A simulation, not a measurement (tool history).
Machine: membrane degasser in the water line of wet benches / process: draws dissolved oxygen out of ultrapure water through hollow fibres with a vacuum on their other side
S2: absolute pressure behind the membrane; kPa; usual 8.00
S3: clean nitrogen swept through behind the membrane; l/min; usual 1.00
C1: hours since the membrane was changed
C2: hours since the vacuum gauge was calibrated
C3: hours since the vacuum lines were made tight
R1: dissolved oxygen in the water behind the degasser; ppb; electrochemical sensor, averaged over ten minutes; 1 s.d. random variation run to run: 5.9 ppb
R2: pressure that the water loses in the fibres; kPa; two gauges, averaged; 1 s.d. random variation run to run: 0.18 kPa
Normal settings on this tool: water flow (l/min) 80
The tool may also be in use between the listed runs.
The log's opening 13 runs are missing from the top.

run 14 day=130.642 | water_flow_(l/min)=80 S2=19.37 S3=1.00 | C1=10836 C2=451 C3=1260 | R1=1843.2 R2=34.44
run 15 day=138.288 | water_flow_(l/min)=80 S2=19.37 S3=1.00 | C1=11019 C2=634 C3=1443 | R1=1855.9 R2=34.18
run 16 day=150.454 | water_flow_(l/min)=80 S2=19.37 S3=1.00 | C1=11311 C2=926 C3=1735 | R1=1832.6 R2=34.68
run 17 day=163.342 | water_flow_(l/min)=80 S2=19.37 S3=1.00 | C1=11620 C2=1236 C3=2045 | R1=1847.0 R2=34.75
run 18 day=176.783 | water_flow_(l/min)=80 S2=8.62 S3=1.00 | C1=11943 C2=1558 C3=2367 | R1=716.2 R2=34.84
run 19 day=184.392 | water_flow_(l/min)=80 S2=8.62 S3=1.00 | C1=12126 C2=1741 C3=2550 | R1=729.7 R2=34.87
run 20 day=198.629 | water_flow_(l/min)=80 S2=8.62 S3=1.00 | C1=12467 C2=2082 C3=2892 | R1=718.6 R2=34.95
run 21 day=212.454 | water_flow_(l/min)=75 S2=8.00 S3=1.00 | C1=12799 C2=2414 C3=3223 | R1=617.7 R2=33.19
run 22 day=226.450 | water_flow_(l/min)=96 S2=8.00 S3=1.06 | C1=13135 C2=2750 C3=3559 | R1=746.8 R2=42.14
run 23 day=233.646 | water_flow_(l/min)=96 S2=8.00 S3=1.06 | C1=13308 C2=2923 C3=3732 | R1=750.1 R2=42.54
run 24 day=243.700 | water_flow_(l/min)=96 S2=8.00 S3=1.06 | C1=13549 C2=3164 C3=3973 | R1=751.3 R2=42.28
run 25 day=254.596 | water_flow_(l/min)=96 S2=8.00 S3=1.06 | C1=13811 C2=3426 C3=4235 | R1=746.0 R2=42.62
run 26 day=265.554 | water_flow_(l/min)=80 S2=6.15 S3=1.00 | C1=14074 C2=3689 C3=4498 | R1=444.8 R2=35.28
run 27 day=276.454 | water_flow_(l/min)=123 S2=8.00 S3=0.43 | C1=14335 C2=3950 C3=4759 | R1=1365.0 R2=54.49
run 28 day=283.317 | water_flow_(l/min)=123 S2=8.00 S3=0.43 | C1=14500 C2=4115 C3=4924 | R1=1338.6 R2=54.69
run 29 day=293.133 | water_flow_(l/min)=48 S2=13.47 S3=1.79 | C1=14735 C2=4351 C3=5160 | R1=581.5 R2=21.47
run 30 day=303.362 | water_flow_(l/min)=80 S2=6.46 S3=0.42 | C1=14981 C2=4596 C3=5405 | R1=760.6 R2=35.87
run 31 day=315.704 | water_flow_(l/min)=86 S2=6.46 S3=1.25 | C1=15277 C2=4892 C3=5701 | R1=461.9 R2=38.30
run 32 day=325.300 | water_flow_(l/min)=67 S2=11.58 S3=2.87 | C1=15507 C2=5123 C3=5932 | R1=438.5 R2=30.25

What if the next run were any one of these 4? Each begins from the tool's condition after run 32:
-- day=326.875 membrane cartridge changed
run A day=333.971 | water_flow_(l/min)=108 S2=8.00 S3=1.30 | C1=170 C2=5327 C3=6136 | R1=? R2=?
-- day=326.875 membrane cartridge changed
run B day=333.971 | water_flow_(l/min)=54 S2=11.58 S3=2.22 | C1=170 C2=5327 C3=6136 | R1=? R2=?
-- day=326.875 membrane cartridge changed
run C day=333.971 | water_flow_(l/min)=73 S2=8.80 S3=1.50 | C1=170 C2=5327 C3=6136 | R1=? R2=?
-- day=326.875 membrane cartridge changed
run D day=333.971 | water_flow_(l/min)=80 S2=6.73 S3=1.00 | C1=170 C2=5327 C3=6136 | R1=? R2=?

run=A R1=732.3 R2=42.67
run=B R1=447.2 R2=21.57
run=C R1=544.4 R2=29.34
run=D R1=513.1 R2=31.98
The same runs, with their run-to-run variation unchanged, on a tool lacking any hidden condition would have given:
run=A R1=684.2 R2=42.61
run=B R1=425.2 R2=21.53
run=C R1=509.8 R2=29.30
run=D R1=465.1 R2=31.93

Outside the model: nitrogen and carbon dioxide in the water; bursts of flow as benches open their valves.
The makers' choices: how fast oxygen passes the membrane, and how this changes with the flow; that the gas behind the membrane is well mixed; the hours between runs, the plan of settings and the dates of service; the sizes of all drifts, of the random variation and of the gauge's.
